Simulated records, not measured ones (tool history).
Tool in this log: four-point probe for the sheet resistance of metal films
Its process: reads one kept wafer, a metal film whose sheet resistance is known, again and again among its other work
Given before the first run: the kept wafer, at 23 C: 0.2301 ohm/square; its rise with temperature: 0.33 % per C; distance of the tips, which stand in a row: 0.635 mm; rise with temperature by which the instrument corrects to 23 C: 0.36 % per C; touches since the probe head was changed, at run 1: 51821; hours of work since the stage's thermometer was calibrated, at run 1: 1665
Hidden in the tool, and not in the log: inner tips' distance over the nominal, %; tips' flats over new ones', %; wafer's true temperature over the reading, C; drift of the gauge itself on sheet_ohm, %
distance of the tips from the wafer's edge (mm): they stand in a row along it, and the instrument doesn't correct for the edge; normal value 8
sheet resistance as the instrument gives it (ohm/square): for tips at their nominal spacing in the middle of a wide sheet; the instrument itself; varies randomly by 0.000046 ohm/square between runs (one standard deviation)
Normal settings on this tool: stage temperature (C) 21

run   hour  stage temperature (C)  distance of the tips from the wafer's edge (mm)  touches since the probe head was changed  hours of work since the stage's thermometer was calibrated  sheet resistance as the instrument gives it (ohm/square)
  1    0.0                     21                                                8                                     51821                                                        1665                                                  0.231116
  2   23.5                     21                                               43                                     52520                                                        1677                                                  0.230322
  3   75.4                     21                                               43                                     54065                                                        1704                                                  0.230336
  4  128.6                     21                                               43                                     55648                                                        1731                                                  0.230336
  5  165.1                     34                                                8                                     56735                                                        1750                                                  0.230138
  6  190.3                     34                                                8                                     57486                                                        1762                                                  0.230139
  7  234.9                     26                                               15                                     58813                                                        1785                                                  0.230142

What will run 8 give?
  8  282.2                     31                                                6                                     60221                                                        1809                                                         ?

{"run 8": {"sheet resistance as the instrument gives it (ohm/square)": 0.230944}}
On a tool with no hidden condition, and with the same random variation, this run would have come out at sheet resistance as the instrument gives it (ohm/square) 0.230914.
